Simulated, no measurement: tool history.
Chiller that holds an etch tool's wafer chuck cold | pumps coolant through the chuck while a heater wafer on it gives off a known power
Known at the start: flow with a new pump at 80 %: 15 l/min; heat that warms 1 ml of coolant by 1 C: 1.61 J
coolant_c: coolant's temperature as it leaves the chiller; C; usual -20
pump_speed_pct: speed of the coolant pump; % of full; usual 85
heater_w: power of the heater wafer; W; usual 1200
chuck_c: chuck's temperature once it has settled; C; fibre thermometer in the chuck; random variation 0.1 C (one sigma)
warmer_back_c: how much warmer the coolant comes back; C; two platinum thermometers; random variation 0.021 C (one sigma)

run,hour,coolant_c,pump_speed_pct,heater_w,chuck_c,warmer_back_c
1,0.0,-20,85,1200,-9.5,2.86
2,50.4,-20,85,1709,-5.5,4.03
3,104.8,-20,66,1709,-2.6,5.36
4,161.3,-20,66,1709,-2.7,5.41
5,215.0,-20,66,1709,-2.7,5.39
6,263.2,-20,66,1709,-2.6,5.37
7,309.5,-20,66,1709,-2.3,5.39
8,359.4,-20,66,1709,-2.5,5.41
9,406.7,-20,66,1709,-2.5,5.40
10,433.9,-20,66,1709,-2.4,5.38
11,480.4,-20,72,1709,-3.5,4.84
12,539.3,-19,66,1091,-7.6,3.46
13,590.9,-25,61,1200,-11.8,4.15
14,623.3,-25,61,1200,-11.8,4.14
15,669.8,-12,73,655,-5.5,1.83

5 ways to go on from here, each from the tool as it stands after run 15. What would each give?
A,732.9,-25,86,1610,?,?
B,732.9,-13,85,1200,?,?
C,732.9,-12,73,813,?,?
D,732.9,-20,61,1321,?,?
E,732.9,-20,85,1052,?,?

run,chuck_c,warmer_back_c
A,-10.9,3.78
B,-2.4,2.85
C,-3.8,2.29
D,-5.5,4.57
E,-10.5,2.50
Without the tool's hidden state the same runs would have given:
run,chuck_c,warmer_back_c
A,-13.0,3.68
B,-4.1,2.77
C,-5.2,2.23
D,-7.6,4.45
E,-12.0,2.43
